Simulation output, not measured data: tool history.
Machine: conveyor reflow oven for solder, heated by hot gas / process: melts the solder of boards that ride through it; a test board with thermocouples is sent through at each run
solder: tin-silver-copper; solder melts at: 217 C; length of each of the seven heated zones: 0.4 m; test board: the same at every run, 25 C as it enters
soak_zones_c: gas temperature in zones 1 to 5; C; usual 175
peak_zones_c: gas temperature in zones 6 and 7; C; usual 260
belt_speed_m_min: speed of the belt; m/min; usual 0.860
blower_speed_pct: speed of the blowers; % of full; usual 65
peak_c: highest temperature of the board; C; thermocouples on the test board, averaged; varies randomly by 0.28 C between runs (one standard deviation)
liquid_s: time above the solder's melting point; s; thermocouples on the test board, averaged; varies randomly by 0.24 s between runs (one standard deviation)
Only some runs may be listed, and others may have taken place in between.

{"run": 1, "hour": 0.0, "soak_zones_c": 175, "peak_zones_c": 260, "belt_speed_m_min": 0.86, "blower_speed_pct": 65, "peak_c": 245.0, "liquid_s": 38.0}
{"run": 2, "hour": 22.3, "soak_zones_c": 175, "peak_zones_c": 260, "belt_speed_m_min": 0.86, "blower_speed_pct": 86, "peak_c": 250.6, "liquid_s": 43.0}
{"run": 3, "hour": 62.7, "soak_zones_c": 175, "peak_zones_c": 274, "belt_speed_m_min": 0.86, "blower_speed_pct": 65, "peak_c": 257.1, "liquid_s": 44.7}
{"run": 4, "hour": 99.1, "soak_zones_c": 175, "peak_zones_c": 274, "belt_speed_m_min": 0.86, "blower_speed_pct": 65, "peak_c": 257.4, "liquid_s": 44.4}
{"run": 5, "hour": 145.5, "soak_zones_c": 175, "peak_zones_c": 274, "belt_speed_m_min": 0.86, "blower_speed_pct": 65, "peak_c": 256.7, "liquid_s": 44.1}
{"run": 6, "hour": 171.4, "soak_zones_c": 175, "peak_zones_c": 260, "belt_speed_m_min": 0.86, "blower_speed_pct": 65, "peak_c": 245.3, "liquid_s": 37.9}
{"run": 7, "hour": 203.2, "soak_zones_c": 175, "peak_zones_c": 260, "belt_speed_m_min": 0.86, "blower_speed_pct": 65, "peak_c": 245.0, "liquid_s": 37.5}
{"run": 8, "hour": 222.9, "soak_zones_c": 175, "peak_zones_c": 260, "belt_speed_m_min": 0.86, "blower_speed_pct": 65, "peak_c": 245.3, "liquid_s": 38.1}
{"run": 9, "hour": 250.8, "soak_zones_c": 175, "peak_zones_c": 260, "belt_speed_m_min": 0.86, "blower_speed_pct": 65, "peak_c": 245.6, "liquid_s": 38.0}
{"run": 10, "hour": 276.5, "soak_zones_c": 175, "peak_zones_c": 260, "belt_speed_m_min": 0.86, "blower_speed_pct": 65, "peak_c": 245.7, "liquid_s": 37.8}
{"run": 11, "hour": 323.2, "soak_zones_c": 175, "peak_zones_c": 262, "belt_speed_m_min": 0.86, "blower_speed_pct": 65, "peak_c": 247.1, "liquid_s": 39.1}
{"run": 12, "hour": 349.4, "soak_zones_c": 175, "peak_zones_c": 262, "belt_speed_m_min": 0.86, "blower_speed_pct": 65, "peak_c": 246.4, "liquid_s": 39.0}
{"run": 13, "hour": 385.6, "soak_zones_c": 175, "peak_zones_c": 262, "belt_speed_m_min": 0.86, "blower_speed_pct": 65, "peak_c": 247.0, "liquid_s": 38.5}
{"run": 14, "hour": 420.0, "soak_zones_c": 175, "peak_zones_c": 262, "belt_speed_m_min": 0.917, "blower_speed_pct": 65, "peak_c": 245.3, "liquid_s": 34.7}
{"run": 15, "hour": 451.0, "soak_zones_c": 175, "peak_zones_c": 260, "belt_speed_m_min": 0.86, "blower_speed_pct": 65, "peak_c": 245.1, "liquid_s": 37.7}
{"run": 16, "hour": 490.0, "soak_zones_c": 175, "peak_zones_c": 251, "belt_speed_m_min": 0.86, "blower_speed_pct": 65, "peak_c": 237.5, "liquid_s": 32.6}
{"run": 17, "hour": 536.1, "soak_zones_c": 175, "peak_zones_c": 251, "belt_speed_m_min": 0.86, "blower_speed_pct": 65, "peak_c": 237.5, "liquid_s": 32.4}
{"run": 18, "hour": 569.1, "soak_zones_c": 186, "peak_zones_c": 261, "belt_speed_m_min": 0.739, "blower_speed_pct": 79, "peak_c": 254.7, "liquid_s": 55.5}
{"run": 19, "hour": 602.6, "soak_zones_c": 176, "peak_zones_c": 261, "belt_speed_m_min": 0.739, "blower_speed_pct": 83, "peak_c": 254.2, "liquid_s": 53.1}
{"run": 20, "hour": 649.0, "soak_zones_c": 176, "peak_zones_c": 273, "belt_speed_m_min": 0.739, "blower_speed_pct": 76, "peak_c": 263.5, "liquid_s": 56.0}
{"run": 21, "hour": 667.8, "soak_zones_c": 162, "peak_zones_c": 273, "belt_speed_m_min": 0.739, "blower_speed_pct": 76, "peak_c": 262.3, "liquid_s": 52.7}
{"run": 22, "hour": 692.1, "soak_zones_c": 162, "peak_zones_c": 273, "belt_speed_m_min": 0.739, "blower_speed_pct": 76, "peak_c": 262.5, "liquid_s": 52.0}
{"run": 23, "hour": 725.1, "soak_zones_c": 162, "peak_zones_c": 273, "belt_speed_m_min": 0.739, "blower_speed_pct": 76, "peak_c": 262.9, "liquid_s": 52.3}
{"run": 24, "hour": 766.3, "soak_zones_c": 162, "peak_zones_c": 273, "belt_speed_m_min": 0.725, "blower_speed_pct": 76, "peak_c": 263.3, "liquid_s": 53.4}
{"run": 25, "hour": 808.7, "soak_zones_c": 175, "peak_zones_c": 260, "belt_speed_m_min": 0.86, "blower_speed_pct": 75, "peak_c": 248.3, "liquid_s": 40.6}
{"run": 26, "hour": 829.2, "soak_zones_c": 181, "peak_zones_c": 260, "belt_speed_m_min": 0.835, "blower_speed_pct": 58, "peak_c": 244.9, "liquid_s": 40.1}
{"run": 27, "hour": 866.0, "soak_zones_c": 181, "peak_zones_c": 260, "belt_speed_m_min": 0.835, "blower_speed_pct": 58, "peak_c": 244.9, "liquid_s": 40.3}
{"run": 28, "hour": 895.9, "soak_zones_c": 175, "peak_zones_c": 260, "belt_speed_m_min": 0.86, "blower_speed_pct": 68, "peak_c": 246.3, "liquid_s": 39.0}
{"run": 29, "hour": 937.5, "soak_zones_c": 178, "peak_zones_c": 260, "belt_speed_m_min": 0.724, "blower_speed_pct": 53, "peak_c": 246.8, "liquid_s": 47.5}

Missing from the log above: 3 entries noted between runs. For each, name the pair of listed runs it sits between and say how the tool's hidden condition differs from the listed run just before to the listed run just after:
From run 2 to run 3: flux residue cleaned out of gas plates and filters (hour 55.6)
  heat that the gas passes to the board, % of a clean oven's: 99.4 -> 99.9
From run 15 to run 16: thermocouples of zones 6 and 7 changed (hour 486.8)
  belt's true speed, % of the reading: 99.95 -> 99.94; true gas temperature in zones 6 and 7 over the reading, C: -0.1 -> 0.02
From run 19 to run 20: flux residue cleaned out of gas plates and filters (hour 616.4)
  heat that the gas passes to the board, % of a clean oven's: 99.3 -> 99.9; belt's true speed, % of the reading: 99.94 -> 99.93

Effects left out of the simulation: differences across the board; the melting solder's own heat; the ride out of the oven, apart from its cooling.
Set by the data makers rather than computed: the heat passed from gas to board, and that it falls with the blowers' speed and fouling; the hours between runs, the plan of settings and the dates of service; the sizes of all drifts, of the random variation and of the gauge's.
